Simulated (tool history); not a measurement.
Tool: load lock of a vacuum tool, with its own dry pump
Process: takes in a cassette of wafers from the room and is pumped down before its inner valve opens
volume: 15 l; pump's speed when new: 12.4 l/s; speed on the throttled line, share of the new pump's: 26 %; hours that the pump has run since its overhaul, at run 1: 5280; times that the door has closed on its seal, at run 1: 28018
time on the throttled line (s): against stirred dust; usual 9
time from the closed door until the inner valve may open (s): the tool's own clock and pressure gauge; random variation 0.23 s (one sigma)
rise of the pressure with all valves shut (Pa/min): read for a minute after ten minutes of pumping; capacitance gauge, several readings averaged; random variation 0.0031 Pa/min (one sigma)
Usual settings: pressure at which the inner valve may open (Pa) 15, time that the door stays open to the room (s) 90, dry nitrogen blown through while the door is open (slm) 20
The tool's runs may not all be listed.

run,hour,time on the throttled line (s),pressure at which the inner valve may open (Pa),time that the door stays open to the room (s),dry nitrogen blown through while the door is open (slm),hours that the pump has run since its overhaul,times that the door has closed on its seal,"incoming humidity of the room's air, %",time from the closed door until the inner valve may open (s),rise of the pressure with all valves shut (Pa/min)
1,0.0,9,15,90,20,5280,28018,42.7,17.5,0.673
2,104.2,9,15,90,20,5384,28300,41.5,18.2,0.676
3,188.7,9,15,90,20,5469,28528,41.6,18.4,0.678
4,285.8,9,15,90,20,5566,28790,46.4,17.8,0.697
5,350.7,9,15,90,20,5631,28966,42.4,18.3,0.697
6,416.4,9,14,90,20,5696,29143,41.5,17.9,0.692
7,475.5,9,13,90,20,5755,29303,43.7,18.5,0.719
# hour 522.2: door's seal changed, seat wiped
8,591.4,9,15,27,20,5870,187,45.9,18.1,0.050
9,684.6,11,15,90,20,5963,439,45.7,19.5,0.080
10,811.7,11,15,90,20,6090,782,44.2,19.7,0.078
11,880.5,11,15,95,20,6159,968,42.6,19.4,0.082
12,1011.3,9,15,90,20,6290,1322,44.2,18.3,0.087
13,1151.9,9,14,90,20,6430,1701,43.7,18.2,0.086
14,1265.0,9,14,52,20,6543,2007,41.7,18.1,0.070
15,1363.6,9,14,52,20,6642,2274,49.1,18.1,0.085
16,1431.0,9,11,90,20,6709,2456,44.6,18.4,0.092
17,1576.6,9,11,90,20,6855,2849,40.4,18.5,0.090
18,1662.4,9,11,90,20,6941,3081,43.3,18.5,0.096
19,1732.0,14,26,186,7,7010,3269,45.1,21.1,0.184
20,1794.9,9,15,49,10,7073,3439,43.5,18.1,0.099
21,1901.4,9,15,36,39,7180,3726,44.2,18.5,0.064
22,1983.3,9,15,36,39,7262,3948,46.4,18.1,0.066
23,2113.6,9,13,83,7,7392,4300,44.7,18.6,0.135
24,2176.1,6,26,90,8,7455,4469,43.9,15.9,0.135
25,2298.8,6,26,90,8,7577,4800,46.0,15.4,0.145
26,2402.0,10,15,92,24,7680,5079,45.2,19.0,0.116
27,2548.5,9,15,143,31,7827,5475,43.4,18.4,0.123
28,2693.9,9,15,143,31,7972,5868,41.4,18.0,0.123
29,2837.0,5,15,50,14,8115,6255,46.5,15.6,0.127
30,2933.4,5,15,46,5,8212,6515,48.6,15.4,0.152
31,2996.8,5,15,46,5,8275,6686,46.5,15.4,0.148
32,3123.8,12,15,149,5,8402,7029,45.5,20.8,0.219

How the hidden state differs across the entries between the runs, from the last listed run before each to the first after it:
Between runs 7 and 8: door's seal changed, seat wiped (hour 522.2)
  pump's speed, % of a new pump's: 92.7 -> 92.6; leak at the door's seal, Pa l/s: 0.1602 -> 0.0018
  measured less the result without the state, time from the closed door until the inner valve may open (s): +0.7 -> +0.6; rise of the pressure with all valves shut (Pa/min): +0.638 -> -0.001
